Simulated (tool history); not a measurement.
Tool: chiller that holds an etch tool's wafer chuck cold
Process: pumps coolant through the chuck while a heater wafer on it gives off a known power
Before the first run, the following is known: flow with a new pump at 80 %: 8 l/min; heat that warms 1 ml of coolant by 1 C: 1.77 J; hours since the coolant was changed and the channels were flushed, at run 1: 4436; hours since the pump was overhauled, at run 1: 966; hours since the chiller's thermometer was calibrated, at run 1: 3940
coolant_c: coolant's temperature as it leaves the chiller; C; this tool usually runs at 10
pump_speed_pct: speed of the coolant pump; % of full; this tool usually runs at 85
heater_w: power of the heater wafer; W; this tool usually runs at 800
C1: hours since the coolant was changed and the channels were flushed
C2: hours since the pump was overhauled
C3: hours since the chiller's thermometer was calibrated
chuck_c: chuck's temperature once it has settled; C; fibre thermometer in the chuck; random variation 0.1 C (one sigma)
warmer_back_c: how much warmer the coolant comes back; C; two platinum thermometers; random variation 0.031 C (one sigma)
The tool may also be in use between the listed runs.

Run 1, hour 0.0: usual settings; C1 4436; C2 966; C3 3940. Result: chuck_c 20.6 C, warmer_back_c 3.24 C.
Run 2, hour 15.8: usual settings but pump_speed_pct 64 % of full; C1 4452; C2 982; C3 3956. Result: chuck_c 22.6 C, warmer_back_c 4.47 C.
Run 3, hour 42.2: usual settings; C1 4478; C2 1008; C3 3982. Result: chuck_c 20.6 C, warmer_back_c 3.20 C.
Run 4, hour 71.5: usual settings; C1 4508; C2 1037; C3 4011. Result: chuck_c 20.6 C, warmer_back_c 3.28 C.
Run 5, hour 93.7: usual settings; C1 4530; C2 1060; C3 4033. Result: chuck_c 20.5 C, warmer_back_c 3.23 C.
Run 6, hour 126.9: usual settings; C1 4563; C2 1093; C3 4067. Result: chuck_c 20.6 C, warmer_back_c 3.22 C.
Run 7, hour 153.9: usual settings; C1 4590; C2 1120; C3 4094. Result: chuck_c 20.6 C, warmer_back_c 3.26 C.
Run 8, hour 175.4: usual settings; C1 4612; C2 1141; C3 4115. Result: chuck_c 20.6 C, warmer_back_c 3.25 C.
Run 9, hour 204.4: usual settings but heater_w 1056 W; C1 4641; C2 1170; C3 4144. Result: chuck_c 24.3 C, warmer_back_c 4.31 C.
Run 10, hour 224.0: usual settings but heater_w 534 W; C1 4660; C2 1190; C3 4164. Result: chuck_c 16.9 C, warmer_back_c 2.14 C.
Run 11, hour 247.5: usual settings but heater_w 534 W; C1 4684; C2 1213; C3 4187. Result: chuck_c 17.0 C, warmer_back_c 2.18 C.
Run 12, hour 280.7: usual settings but heater_w 534 W; C1 4717; C2 1247; C3 4220. Result: chuck_c 16.9 C, warmer_back_c 2.11 C.
Run 13, hour 298.3: usual settings but heater_w 534 W; C1 4735; C2 1264; C3 4238. Result: chuck_c 17.0 C, warmer_back_c 2.18 C.
Run 14, hour 317.4: usual settings; C1 4754; C2 1283; C3 4257. Result: chuck_c 20.9 C, warmer_back_c 3.23 C.
Run 15, hour 342.3: usual settings; C1 4779; C2 1308; C3 4282. Result: chuck_c 20.7 C, warmer_back_c 3.22 C.
Run 16, hour 359.8: usual settings but heater_w 534 W; C1 4796; C2 1326; C3 4299. Result: chuck_c 16.9 C, warmer_back_c 2.19 C.
At hour 376.4: coolant changed, channels flushed.
Run 17, hour 391.4: usual settings but coolant_c 15 C, pump_speed_pct 80 % of full, heater_w 695 W; C1 15; C2 1351; C3 4325. Result: chuck_c 22.7 C, warmer_back_c 3.10 C.
Run 18, hour 421.8: usual settings but coolant_c 13 C, pump_speed_pct 98 % of full, heater_w 415 W; C1 45; C2 1382; C3 4355. Result: chuck_c 16.7 C, warmer_back_c 1.43 C.
Run 19, hour 436.9: usual settings but coolant_c 13 C, pump_speed_pct 81 % of full, heater_w 415 W; C1 61; C2 1397; C3 4371. Result: chuck_c 17.2 C, warmer_back_c 1.82 C.
At hour 443.7: coolant pump overhauled.
Run 20, hour 456.6: usual settings but coolant_c 13 C, pump_speed_pct 81 % of full, heater_w 415 W; C1 75; C2 13; C3 4385. Result: chuck_c 17.3 C, warmer_back_c 1.86 C.
Run 21, hour 483.1: usual settings but coolant_c 9 C, pump_speed_pct 70 % of full, heater_w 712 W; C1 102; C2 39; C3 4412. Result: chuck_c 18.0 C, warmer_back_c 3.73 C.
At hour 497.8: coolant pump overhauled, once more.
Run 22, hour 517.2: usual settings but coolant_c 11 C, pump_speed_pct 79 % of full, heater_w 648 W; C1 131; C2 19; C3 4441. Result: chuck_c 18.3 C, warmer_back_c 2.83 C.
Run 23, hour 543.4: usual settings but pump_speed_pct 64 % of full, heater_w 434 W; C1 157; C2 46; C3 4467. Result: chuck_c 15.4 C, warmer_back_c 2.43 C.
Run 24, hour 561.2: usual settings but pump_speed_pct 64 % of full, heater_w 434 W; C1 175; C2 63; C3 4485. Result: chuck_c 15.2 C, warmer_back_c 2.37 C.
Run 25, hour 587.4: usual settings but pump_speed_pct 64 % of full, heater_w 1064 W; C1 201; C2 90; C3 4511. Result: chuck_c 23.9 C, warmer_back_c 5.80 C.
Run 26, hour 615.3: usual settings but coolant_c 11 C, pump_speed_pct 76 % of full; C1 229; C2 118; C3 4539. Result: chuck_c 20.3 C, warmer_back_c 3.60 C.
Run 27, hour 646.6: usual settings but pump_speed_pct 99 % of full, heater_w 1172 W; C1 260; C2 149; C3 4570. Result: chuck_c 21.9 C, warmer_back_c 4.03 C.
Run 28, hour 660.4: usual settings but pump_speed_pct 99 % of full, heater_w 1172 W; C1 274; C2 163; C3 4584. Result: chuck_c 21.7 C, warmer_back_c 4.01 C.
Run 29, hour 689.5: usual settings but coolant_c 1 C, pump_speed_pct 95 % of full, heater_w 764 W; C1 303; C2 192; C3 4613. Result: chuck_c 8.7 C, warmer_back_c 2.70 C.
Run 30, hour 713.7: usual settings but coolant_c 2 C, pump_speed_pct 74 % of full, heater_w 764 W; C1 327; C2 216; C3 4637. Result: chuck_c 10.9 C, warmer_back_c 3.66 C.
Run 31, hour 736.1: usual settings but coolant_c 2 C, pump_speed_pct 74 % of full, heater_w 764 W; C1 350; C2 238; C3 4660. Result: chuck_c 11.2 C, warmer_back_c 3.58 C.
Run 32, hour 760.7: usual settings but coolant_c 17 C, pump_speed_pct 65 % of full, heater_w 516 W; C1 374; C2 263; C3 4684. Result: chuck_c 23.4 C, warmer_back_c 2.82 C.

Hidden state or all else? Some run-to-run changes of chuck_c, split into what the settings, what came in and random variation would give without the hidden state, and what is left for the hidden state (with any gauge scatter that isn't in both results):
The hidden state here: heat passed by the chuck's channels, % of clean ones'; flow at a given pump speed, % of a new pump's; coolant's true temperature over the reading, C; drift of the gauge itself on chuck_c, C; drift of the gauge itself on warmer_back_c, C.
Run 9 -> 10: heater_w 1056 -> 534. chuck_c -7.4 C: hidden state -1.3, all else -6.1.
Run 15 -> 16: heater_w 800 -> 534. chuck_c -3.8 C: hidden state -0.8, all else -3.0.
Run 16 -> 17: coolant_c 10 -> 15, pump_speed_pct 85 -> 80, heater_w 534 -> 695, coolant changed, channels flushed. chuck_c +5.8 C: hidden state -1.3, all else +7.1.
Run 24 -> 25: heater_w 434 -> 1064. chuck_c +8.7 C: hidden state +0.2, all else +8.5.
Run 28 -> 29: coolant_c 10 -> 1, pump_speed_pct 99 -> 95, heater_w 1172 -> 764. chuck_c -13.0 C: hidden state +0.0, all else -13.0.
Run 31 -> 32: coolant_c 2 -> 17, pump_speed_pct 74 -> 65, heater_w 764 -> 516. chuck_c +12.2 C: hidden state -0.1, all else +12.3.

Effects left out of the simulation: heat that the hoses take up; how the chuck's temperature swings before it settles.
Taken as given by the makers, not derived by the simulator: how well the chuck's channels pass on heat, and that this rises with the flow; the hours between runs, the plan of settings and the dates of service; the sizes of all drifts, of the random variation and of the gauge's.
